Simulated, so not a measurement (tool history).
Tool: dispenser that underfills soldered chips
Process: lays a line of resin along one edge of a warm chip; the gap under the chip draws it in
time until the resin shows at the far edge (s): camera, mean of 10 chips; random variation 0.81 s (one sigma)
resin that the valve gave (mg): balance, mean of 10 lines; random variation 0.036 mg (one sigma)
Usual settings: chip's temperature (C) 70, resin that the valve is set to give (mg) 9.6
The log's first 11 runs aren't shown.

run,hour,chip's temperature (C),resin that the valve is set to give (mg),hours of work since the syringe was changed,hours of work since the valve was cleaned,hours of work since the stage was calibrated,time until the resin shows at the far edge (s),resin that the valve gave (mg)
# hour 123.9: new syringe of resin
12,129,70,12.19,4,27,233,110.9,11.86
13,136.3,70,9.6,9,32,238,178.4,9.35
# hour 137.8: new syringe of resin
14,151,70,9.6,9,43,248,183.1,9.34
# hour 152.3: new syringe of resin
15,159.4,70,11.1,5,48,254,124.1,10.65
# hour 166: new syringe of resin
# hour 173.5: dispensing valve cleaned and set on the balance
16,176.7,70,9.6,7,2,265,150.4,9.57
# hour 181.2: new syringe of resin
17,189.6,70,9.6,6,11,274,135.9,9.48
# hour 195.2: new syringe of resin
18,203.8,67,10.6,6,21,284,163.8,10.43
# hour 209.7: new syringe of resin
19,220.8,66,12.43,8,33,296,196.5,12.15
# hour 223.6: new syringe of resin
20,234.2,79,10.65,8,42,305,101,10.25
# hour 237.4: new syringe of resin
21,245.3,68,11.17,6,50,313,144.5,10.71
# hour 251.8: new syringe of resin
# hour 257.7: dispensing valve cleaned and set on the balance
22,261.9,80,9.4,6,3,324,88,9.44
# hour 267.2: new syringe of resin
23,272.6,80,9.4,4,10,331,69.7,9.36
# hour 282.2: new syringe of resin
24,287.7,59,10.06,4,21,342,205.2,9.94
# hour 296.4: new syringe of resin
25,303.3,78,10.5,5,32,353,86.8,10.28
# hour 310.5: new syringe of resin
26,317.4,74,10.49,5,42,363,105.6,10.14
# hour 324.7: new syringe of resin
27,330.6,74,10.49,4,51,372,96.8,10.16
# hour 338.4: new syringe of resin
# hour 341: dispensing valve cleaned and set on the balance
28,343.9,74,10.49,3,2,380,88.3,10.48
# hour 353: new syringe of resin
29,361.8,74,10.49,6,15,393,115.9,10.45
# hour 367: new syringe of resin
30,374.6,82,9.6,5,23,402,73.9,9.42
# hour 381.4: new syringe of resin
31,385.9,67,8.6,3,31,410,136.1,8.43
# hour 395.3: new syringe of resin
32,400.6,70,9.01,4,42,420,116.1,8.81
33,408.4,68,10.82,9,47,425,209,10.49

Forecast each of these 3 alternatives for the next run:
# hour 409.6: new syringe of resin
A,421.2,75,9.6,8,56,434,?,?
# hour 409.6: new syringe of resin
B,421.2,68,8.66,8,56,434,?,?
# hour 409.6: new syringe of resin
C,421.2,63,10.82,8,56,434,?,?

run,time until the resin shows at the far edge (s),resin that the valve gave (mg)
A,138,9.21
B,196.6,8.29
C,251.4,10.39
Without the tool's hidden state the same runs would have given:
run,time until the resin shows at the far edge (s),resin that the valve gave (mg)
A,58.4,9.6
B,82.5,8.64
C,105.5,10.82
